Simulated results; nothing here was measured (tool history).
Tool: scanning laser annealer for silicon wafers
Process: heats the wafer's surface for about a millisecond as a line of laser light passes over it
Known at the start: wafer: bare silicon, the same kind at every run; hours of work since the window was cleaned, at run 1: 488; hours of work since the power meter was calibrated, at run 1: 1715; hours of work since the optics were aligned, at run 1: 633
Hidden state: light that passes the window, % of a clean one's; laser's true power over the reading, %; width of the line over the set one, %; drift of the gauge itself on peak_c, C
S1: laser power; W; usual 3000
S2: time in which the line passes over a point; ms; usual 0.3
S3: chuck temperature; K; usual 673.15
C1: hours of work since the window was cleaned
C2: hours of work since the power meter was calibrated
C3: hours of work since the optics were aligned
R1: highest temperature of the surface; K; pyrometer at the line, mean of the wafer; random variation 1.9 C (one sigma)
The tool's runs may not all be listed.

Run 1, hour 0: usual settings; C1 488; C2 1715; C3 633. Result: R1 1363.15 K.
Run 2, hour 71.1: usual settings but S3 680.15 K; C1 539; C2 1766; C3 683. Result: R1 1366.15 K.
At hour 113.3: optics aligned, line set to its width.
Run 3, hour 113.5: usual settings but S3 680.15 K; C1 565; C2 1792; C3 0. Result: R1 1378.15 K.
Run 4, hour 170.7: usual settings but S1 2575 W, S3 680.15 K; C1 606; C2 1833; C3 41. Result: R1 1263.15 K.
Run 5, hour 221.5: usual settings; C1 642; C2 1869; C3 77. Result: R1 1366.15 K.
Run 6, hour 262: usual settings; C1 671; C2 1898; C3 106. Result: R1 1363.15 K.
Run 7, hour 295.1: usual settings; C1 695; C2 1922; C3 130. Result: R1 1365.15 K.
Run 8, hour 337.8: usual settings; C1 725; C2 1952; C3 160. Result: R1 1360.15 K.
At hour 353.9: window over the wafer cleaned.
Run 9, hour 376.8: usual settings; C1 16; C2 1979; C3 187. Result: R1 1388.15 K.
Run 10, hour 446.7: usual settings; C1 66; C2 2029; C3 236. Result: R1 1382.15 K.
Run 11, hour 508.2: usual settings but S3 680.15 K; C1 110; C2 2072; C3 280. Result: R1 1391.15 K.
Run 12, hour 538.4: usual settings but S3 680.15 K; C1 132; C2 2094; C3 302. Result: R1 1388.15 K.
Run 13, hour 580.7: usual settings but S1 2850 W, S2 0.226 ms, S3 685.15 K; C1 162; C2 2124; C3 332. Result: R1 1271.15 K.
Run 14, hour 618.8: usual settings but S3 707.15 K; C1 189; C2 2151; C3 359. Result: R1 1413.15 K.
Run 15, hour 665.3: usual settings but S3 707.15 K; C1 222; C2 2184; C3 392. Result: R1 1407.15 K.
Run 16, hour 722.2: usual settings but S1 3161 W, S2 0.258 ms, S3 656.15 K; C1 263; C2 2225; C3 433. Result: R1 1344.15 K.
At hour 730.4: laser's power meter calibrated.
Run 17, hour 770.6: usual settings but S1 3161 W, S2 0.258 ms, S3 656.15 K; C1 295; C2 29; C3 465. Result: R1 1341.15 K.
Run 18, hour 824.3: usual settings but S1 3037 W, S2 0.253 ms, S3 705.15 K; C1 333; C2 67; C3 504. Result: R1 1351.15 K.
Run 19, hour 857: usual settings but S1 2777 W, S2 0.214 ms, S3 633.15 K; C1 357; C2 90; C3 527. Result: R1 1173.15 K.
Run 20, hour 901.7: usual settings but S2 0.211 ms, S3 690.15 K; C1 389; C2 122; C3 559. Result: R1 1270.15 K.
Run 21, hour 937.9: usual settings but S1 2705 W; C1 414; C2 148; C3 585. Result: R1 1287.15 K.
Run 22, hour 1005.5: usual settings but S1 2872 W, S2 0.25 ms, S3 653.15 K; C1 463; C2 196; C3 633. Result: R1 1252.15 K.
Run 23, hour 1061.7: usual settings but S1 2894 W, S2 0.225 ms, S3 708.15 K; C1 503; C2 236; C3 673. Result: R1 1280.15 K.

5 ways to go on from here, each from the tool as it stands after run 23. What would each give?
At hour 1119.4: laser's power meter calibrated, once more.
At hour 1124.4: optics aligned, line set to its width.
Run A, hour 1134.9: usual settings but S1 3165 W, S2 0.225 ms, S3 670.15 K; C1 549; C2 7; C3 7. Result: R1 ?.
At hour 1119.4: laser's power meter calibrated, once more.
At hour 1124.4: optics aligned, line set to its width.
Run B, hour 1134.9: usual settings but S1 3215 W, S2 0.351 ms; C1 549; C2 7; C3 7. Result: R1 ?.
At hour 1119.4: laser's power meter calibrated, once more.
At hour 1124.4: optics aligned, line set to its width.
Run C, hour 1134.9: usual settings but S1 2945 W; C1 549; C2 7; C3 7. Result: R1 ?.
At hour 1119.4: laser's power meter calibrated, once more.
At hour 1124.4: optics aligned, line set to its width.
Run D, hour 1134.9: usual settings but S1 2894 W, S2 0.225 ms, S3 647.15 K; C1 549; C2 7; C3 7. Result: R1 ?.
At hour 1119.4: laser's power meter calibrated, once more.
At hour 1124.4: optics aligned, line set to its width.
Run E, hour 1134.9: usual settings but S1 3057 W, S2 0.346 ms, S3 642.15 K; C1 549; C2 7; C3 7. Result: R1 ?.

run       R1
  A  1319.15
  B  1491.15
  C  1360.15
  D  1236.15
  E  1406.15
Without the tool's hidden state the same runs would have given:
run       R1
  A  1345.15
  B  1523.15
  C  1387.15
  D  1259.15
  E  1436.15

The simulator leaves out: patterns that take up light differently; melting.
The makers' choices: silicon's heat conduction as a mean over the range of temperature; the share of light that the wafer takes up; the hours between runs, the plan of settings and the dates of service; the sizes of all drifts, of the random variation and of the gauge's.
